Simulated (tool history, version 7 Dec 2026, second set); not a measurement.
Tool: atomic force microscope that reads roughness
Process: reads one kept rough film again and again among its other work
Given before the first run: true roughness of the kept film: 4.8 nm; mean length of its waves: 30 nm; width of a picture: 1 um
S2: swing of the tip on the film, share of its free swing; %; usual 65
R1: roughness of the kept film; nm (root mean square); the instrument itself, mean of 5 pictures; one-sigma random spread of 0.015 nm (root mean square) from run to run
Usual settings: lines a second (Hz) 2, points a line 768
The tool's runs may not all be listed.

Run 1, hour 0: usual settings. Result: R1 3.316 nm (root mean square).
Run 2, hour 20.2: usual settings but points a line 520. Result: R1 3.24 nm (root mean square).
Run 3, hour 41.6: usual settings. Result: R1 3.218 nm (root mean square).
Run 4, hour 61.1: usual settings. Result: R1 3.145 nm (root mean square).
Run 5, hour 85.3: usual settings. Result: R1 3.093 nm (root mean square).
Run 6, hour 105: usual settings. Result: R1 3.052 nm (root mean square).
Run 7, hour 119.7: usual settings. Result: R1 3.013 nm (root mean square).
Run 8, hour 130.9: usual settings but points a line 419. Result: R1 3.001 nm (root mean square).
Run 9, hour 144.3: usual settings but points a line 419. Result: R1 2.94 nm (root mean square).
Run 10, hour 155.3: usual settings but S2 85 %. Result: R1 2.523 nm (root mean square).
Run 11, hour 177.3: usual settings but S2 85 %. Result: R1 2.513 nm (root mean square).
Run 12, hour 197.5: usual settings but S2 85 %. Result: R1 2.469 nm (root mean square).
Run 13, hour 218.3: usual settings but S2 85 %. Result: R1 2.444 nm (root mean square).
Run 14, hour 234.1: usual settings but S2 80 %. Result: R1 2.513 nm (root mean square).
Run 15, hour 258.2: usual settings but S2 80 %. Result: R1 2.466 nm (root mean square).
At hour 274: new tip fitted.
Run 16, hour 280.6: usual settings but lines a second (Hz) 0.56, S2 75 %, points a line 944. Result: R1 3.727 nm (root mean square).
Run 17, hour 293.5: usual settings but lines a second (Hz) 0.56, S2 75 %, points a line 944. Result: R1 3.706 nm (root mean square).
Run 18, hour 313.5: usual settings but lines a second (Hz) 1.55, S2 84 %. Result: R1 3.224 nm (root mean square).
Run 19, hour 336: usual settings but lines a second (Hz) 3.61, S2 81 %, points a line 671. Result: R1 2.715 nm (root mean square).
Run 20, hour 350.4: usual settings but lines a second (Hz) 0.64, S2 68 %, points a line 269. Result: R1 3.49 nm (root mean square).
Run 21, hour 365.6: usual settings but lines a second (Hz) 0.64, S2 68 %, points a line 269. Result: R1 3.459 nm (root mean square).
Run 22, hour 377: usual settings but lines a second (Hz) 1.82, S2 85 %, points a line 257. Result: R1 2.911 nm (root mean square).
Run 23, hour 400.9: usual settings but S2 89 %, points a line 597. Result: R1 2.718 nm (root mean square).

For run 24, what comes out?
Run 24, hour 420.6: usual settings but S2 89 %, points a line 597. Result: R1 ?.

For run 24 the tool returned R1 2.704 nm (root mean square).
Without the tool's hidden state the same run would have given R1 3.069 nm (root mean square).
